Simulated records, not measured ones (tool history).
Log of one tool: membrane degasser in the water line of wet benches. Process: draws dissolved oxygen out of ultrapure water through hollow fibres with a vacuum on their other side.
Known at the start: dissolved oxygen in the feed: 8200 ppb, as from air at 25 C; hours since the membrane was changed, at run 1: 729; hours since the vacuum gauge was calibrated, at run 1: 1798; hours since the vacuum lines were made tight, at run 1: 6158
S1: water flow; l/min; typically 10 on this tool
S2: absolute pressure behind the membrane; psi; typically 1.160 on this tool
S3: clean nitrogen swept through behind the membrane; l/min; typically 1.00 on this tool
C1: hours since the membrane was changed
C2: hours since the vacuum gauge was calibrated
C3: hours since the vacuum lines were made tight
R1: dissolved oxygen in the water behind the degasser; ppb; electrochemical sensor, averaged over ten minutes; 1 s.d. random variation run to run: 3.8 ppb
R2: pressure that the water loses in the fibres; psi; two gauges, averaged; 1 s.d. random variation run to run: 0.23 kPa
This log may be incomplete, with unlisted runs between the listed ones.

{"run": 1, "hour": 0.0, "S1": 10, "S2": 1.16, "S3": 1.0, "C1": 729, "C2": 1798, "C3": 6158, "R1": 393.6, "R2": 8.424}
{"run": 2, "hour": 150.8, "S1": 10, "S2": 1.16, "S3": 1.0, "C1": 880, "C2": 1949, "C3": 6309, "R1": 395.0, "R2": 8.434}
{"run": 3, "hour": 289.4, "S1": 10, "S2": 1.16, "S3": 1.0, "C1": 1019, "C2": 2088, "C3": 6448, "R1": 393.3, "R2": 8.498}
{"run": 4, "hour": 437.2, "S1": 14, "S2": 1.16, "S3": 1.0, "C1": 1166, "C2": 2236, "C3": 6595, "R1": 727.1, "R2": 11.799}
{"run": 5, "hour": 531.6, "S1": 14, "S2": 0.893, "S3": 1.0, "C1": 1261, "C2": 2330, "C3": 6690, "R1": 671.9, "R2": 11.886}
{"run": 6, "hour": 609.5, "S1": 15, "S2": 1.16, "S3": 1.0, "C1": 1339, "C2": 2408, "C3": 6768, "R1": 812.4, "R2": 12.666}
{"run": 7, "hour": 731.4, "S1": 15, "S2": 1.16, "S3": 1.0, "C1": 1461, "C2": 2530, "C3": 6890, "R1": 824.8, "R2": 12.892}
{"run": 8, "hour": 890.6, "S1": 15, "S2": 1.16, "S3": 0.97, "C1": 1620, "C2": 2689, "C3": 7049, "R1": 826.1, "R2": 12.816}
{"run": 9, "hour": 1048.3, "S1": 10, "S2": 1.16, "S3": 1.0, "C1": 1777, "C2": 2847, "C3": 7206, "R1": 394.8, "R2": 8.524}
{"run": 10, "hour": 1143.4, "S1": 10, "S2": 1.16, "S3": 1.0, "C1": 1873, "C2": 2942, "C3": 7301, "R1": 398.8, "R2": 8.508}
{"run": 11, "hour": 1276.8, "S1": 10, "S2": 1.16, "S3": 1.0, "C1": 2006, "C2": 3075, "C3": 7435, "R1": 394.9, "R2": 8.564}
{"hour": 1287.3, "done": "vacuum gauge calibrated"}
{"run": 12, "hour": 1359.6, "S1": 10, "S2": 1.16, "S3": 0.67, "C1": 2088, "C2": 72, "C3": 7517, "R1": 452.7, "R2": 8.56}
{"run": 13, "hour": 1465.5, "S1": 10, "S2": 1.16, "S3": 1.0, "C1": 2194, "C2": 178, "C3": 7623, "R1": 407.0, "R2": 8.607}
{"run": 14, "hour": 1548.4, "S1": 10, "S2": 1.16, "S3": 0.66, "C1": 2277, "C2": 261, "C3": 7706, "R1": 460.2, "R2": 8.621}
{"run": 15, "hour": 1627.9, "S1": 10, "S2": 1.16, "S3": 0.66, "C1": 2357, "C2": 341, "C3": 7786, "R1": 441.0, "R2": 8.495}
{"run": 16, "hour": 1789.2, "S1": 10, "S2": 1.16, "S3": 1.0, "C1": 2518, "C2": 502, "C3": 7947, "R1": 411.0, "R2": 8.557}
{"hour": 1809.7, "done": "vacuum gauge calibrated, once more"}
{"run": 17, "hour": 1863.8, "S1": 13, "S2": 1.16, "S3": 1.69, "C1": 2592, "C2": 54, "C3": 8021, "R1": 607.7, "R2": 11.069}
{"run": 18, "hour": 1970.7, "S1": 14, "S2": 1.16, "S3": 1.69, "C1": 2699, "C2": 161, "C3": 8128, "R1": 688.3, "R2": 11.977}
{"run": 19, "hour": 2070.1, "S1": 12, "S2": 0.937, "S3": 0.45, "C1": 2798, "C2": 260, "C3": 8227, "R1": 604.1, "R2": 10.346}
{"run": 20, "hour": 2139.5, "S1": 12, "S2": 0.937, "S3": 0.45, "C1": 2868, "C2": 330, "C3": 8297, "R1": 612.6, "R2": 10.343}
{"run": 21, "hour": 2207.3, "S1": 12, "S2": 0.937, "S3": 0.45, "C1": 2935, "C2": 398, "C3": 8364, "R1": 607.7, "R2": 10.279}
{"run": 22, "hour": 2274.2, "S1": 12, "S2": 0.937, "S3": 0.45, "C1": 3002, "C2": 465, "C3": 8431, "R1": 612.4, "R2": 10.299}
{"run": 23, "hour": 2362.3, "S1": 10, "S2": 1.549, "S3": 0.83, "C1": 3090, "C2": 553, "C3": 8519, "R1": 495.9, "R2": 8.669}
{"run": 24, "hour": 2434.0, "S1": 9, "S2": 1.988, "S3": 0.72, "C1": 3162, "C2": 624, "C3": 8591, "R1": 523.5, "R2": 7.744}
{"run": 25, "hour": 2505.1, "S1": 14, "S2": 0.975, "S3": 1.51, "C1": 3233, "C2": 695, "C3": 8662, "R1": 685.1, "R2": 12.04}
{"run": 26, "hour": 2577.8, "S1": 14, "S2": 0.837, "S3": 1.61, "C1": 3306, "C2": 768, "C3": 8735, "R1": 668.4, "R2": 12.1}
{"run": 27, "hour": 2662.9, "S1": 12, "S2": 1.524, "S3": 1.61, "C1": 3391, "C2": 853, "C3": 8820, "R1": 577.8, "R2": 10.354}
{"run": 28, "hour": 2774.0, "S1": 11, "S2": 2.319, "S3": 2.31, "C1": 3502, "C2": 964, "C3": 8931, "R1": 514.8, "R2": 9.446}
{"run": 29, "hour": 2918.7, "S1": 10, "S2": 1.914, "S3": 1.0, "C1": 3647, "C2": 1109, "C3": 9076, "R1": 538.4, "R2": 8.625}
{"run": 30, "hour": 2984.9, "S1": 7, "S2": 1.914, "S3": 1.0, "C1": 3713, "C2": 1175, "C3": 9142, "R1": 288.3, "R2": 6.084}
{"run": 31, "hour": 3075.1, "S1": 12, "S2": 0.751, "S3": 1.47, "C1": 3803, "C2": 1265, "C3": 9232, "R1": 493.4, "R2": 10.369}
{"run": 32, "hour": 3200.8, "S1": 12, "S2": 0.751, "S3": 1.47, "C1": 3929, "C2": 1391, "C3": 9358, "R1": 494.4, "R2": 10.324}

Selected run-to-run steps in R1, each split into two signed amounts: the part the tool would show with no hidden state at all (from settings, incoming material and random variation), and the remainder, which goes to the hidden state together with any gauge scatter not common to the measured and the hidden-state-free results:
Unlogged tool condition in this case: membrane still open, %; true pressure behind the membrane over the reading, kPa; air that leaks in behind the membrane, l/min; drift of the gauge itself on oxygen_ppb, %; drift of the gauge itself on loss_of_pressure_kpa, %.
Run 3 -> 4: S1 10 -> 14. R1 +333.8 ppb: hidden state +5.3, all else +328.5.
Run 8 -> 9: S1 15 -> 10, S3 0.97 -> 1.00. R1 -431.3 ppb: hidden state -6.3, all else -425.0.
Run 24 -> 25: S1 9 -> 14, S2 1.988 -> 0.975, S3 0.72 -> 1.51. R1 +161.6 ppb: hidden state +7.2, all else +154.4.
Run 29 -> 30: S1 10 -> 7. R1 -250.1 ppb: hidden state -10.7, all else -239.4.
Run 30 -> 31: S1 7 -> 12, S2 1.914 -> 0.751, S3 1.00 -> 1.47. R1 +205.1 ppb: hidden state +10.7, all else +194.4.

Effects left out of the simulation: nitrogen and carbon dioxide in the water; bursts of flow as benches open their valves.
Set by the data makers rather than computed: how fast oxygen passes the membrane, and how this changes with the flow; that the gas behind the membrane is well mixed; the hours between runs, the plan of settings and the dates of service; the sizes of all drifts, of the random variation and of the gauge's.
